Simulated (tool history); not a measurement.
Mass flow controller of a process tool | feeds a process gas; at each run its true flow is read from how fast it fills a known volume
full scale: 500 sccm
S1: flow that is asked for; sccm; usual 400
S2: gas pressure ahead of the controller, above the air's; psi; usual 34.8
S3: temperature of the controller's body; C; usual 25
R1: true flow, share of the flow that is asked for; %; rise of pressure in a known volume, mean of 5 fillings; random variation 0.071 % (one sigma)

| run | hour | S1 | S2 | S3 | R1 |
|---|---|---|---|---|---|
| 1 | 0 | 400 | 34.8 | 25 | 99.52 |
| 2 | 198.5 | 400 | 34.8 | 25 | 99.46 |
| 3 | 446 | 400 | 34.8 | 25 | 99.59 |
| 4 | 719 | 400 | 34.8 | 25 | 99.43 |
| 5 | 977 | 400 | 34.8 | 25 | 99.6 |
| 6 | 1222.8 | 400 | 34.8 | 25 | 99.78 |
| 7 | 1413.2 | 345 | 34.8 | 25 | 99.43 |
| 8 | 1571.6 | 345 | 34.8 | 25 | 99.55 |
| 9 | 1829 | 345 | 34.8 | 25 | 99.56 |
| 10 | 1986.3 | 345 | 34.8 | 25 | 99.56 |
| 11 | 2193.8 | 345 | 34.8 | 25 | 99.63 |
| 12 | 2388.3 | 400 | 34.8 | 21 | 100.19 |
| 13 | 2503.3 | 400 | 34.8 | 21 | 100.22 |
| 14 | 2622.5 | 215 | 34.8 | 21 | 99.12 |
| 15 | 2811.8 | 400 | 34.8 | 30 | 99.86 |
|  | 2932.8 | gauge calibrated |
| 16 | 2977.4 | 400 | 34.8 | 30 | 99.03 |
| 17 | 3178.5 | 400 | 34.8 | 30 | 99.14 |
| 18 | 3403.1 | 400 | 34.8 | 30 | 99.17 |
| 19 | 3526.1 | 400 | 34.8 | 30 | 99.12 |
| 20 | 3669.4 | 400 | 34.8 | 30 | 99.4 |
| 21 | 3868.1 | 400 | 32.9 | 25 | 99.58 |
| 22 | 4090.3 | 400 | 32.9 | 25 | 99.7 |
| 23 | 4293.1 | 400 | 32.9 | 25 | 99.83 |
| 24 | 4545.9 | 400 | 29.9 | 25 | 99.65 |
| 25 | 4788 | 400 | 29.9 | 25 | 99.79 |
| 26 | 4905.6 | 77 | 27.1 | 22 | 97.68 |
| 27 | 5169.4 | 150 | 27.1 | 22 | 98.26 |
| 28 | 5344.9 | 400 | 28.4 | 25 | 99.96 |
| 29 | 5588.3 | 400 | 22.2 | 25 | 99.83 |
| 30 | 5796.8 | 400 | 34.8 | 30 | 99.8 |
| 31 | 6069.6 | 276 | 20.9 | 25 | 99.02 |
| 32 | 6331.9 | 400 | 23.4 | 25 | 100.04 |
|  | 6387.1 | controller exchanged for a calibrated one |
| 33 | 6539.2 | 400 | 23.4 | 25 | 100.15 |
| 34 | 6809.4 | 92 | 21.3 | 25 | 97.99 |
| 35 | 6985.7 | 462 | 34.8 | 23 | 100.97 |
| 36 | 7193.8 | 398 | 35.4 | 34 | 99.97 |
| 37 | 7412.7 | 415 | 25.2 | 40 | 99.56 |
| 38 | 7594.1 | 415 | 25.2 | 40 | 99.56 |
| 39 | 7732.6 | 415 | 25.2 | 40 | 99.57 |

Run 40 comes next. What will it give?
| 40 | 7864.9 | 432 | 22.3 | 24 | ? |

R1: 100.5 %
Without the tool's hidden state the same run would have given R1 99.3 %.

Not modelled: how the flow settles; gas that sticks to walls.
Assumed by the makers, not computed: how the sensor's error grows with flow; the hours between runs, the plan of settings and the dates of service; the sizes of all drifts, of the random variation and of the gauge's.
